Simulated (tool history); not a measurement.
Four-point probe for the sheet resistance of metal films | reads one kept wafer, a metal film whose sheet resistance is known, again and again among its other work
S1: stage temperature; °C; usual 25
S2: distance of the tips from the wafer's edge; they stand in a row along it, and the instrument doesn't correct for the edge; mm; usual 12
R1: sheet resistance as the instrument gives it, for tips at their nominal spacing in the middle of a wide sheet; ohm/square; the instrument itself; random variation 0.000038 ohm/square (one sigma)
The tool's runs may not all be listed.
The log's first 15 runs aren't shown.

run,day,S1,S2,R1
16,14.329,19,12,0.186622
17,15.392,19,12,0.186541
18,16.504,19,12,0.186577
19,17.908,27,12,0.186737
20,18.862,31,12,0.186715
21,20.117,25,12,0.186646
22,20.712,25,12,0.186562
23,21.354,25,4,0.191944
24,22.575,23,12,0.186516
25,23.846,23,12,0.186505
26,24.725,25,48,0.185800
27,25.450,25,18,0.186115

Forecast run 28:
28,26.462,25,18,?

{"run 28": {"R1": 0.186063}}
Without the tool's hidden state the same run would have given R1 0.188273 ohm/square.

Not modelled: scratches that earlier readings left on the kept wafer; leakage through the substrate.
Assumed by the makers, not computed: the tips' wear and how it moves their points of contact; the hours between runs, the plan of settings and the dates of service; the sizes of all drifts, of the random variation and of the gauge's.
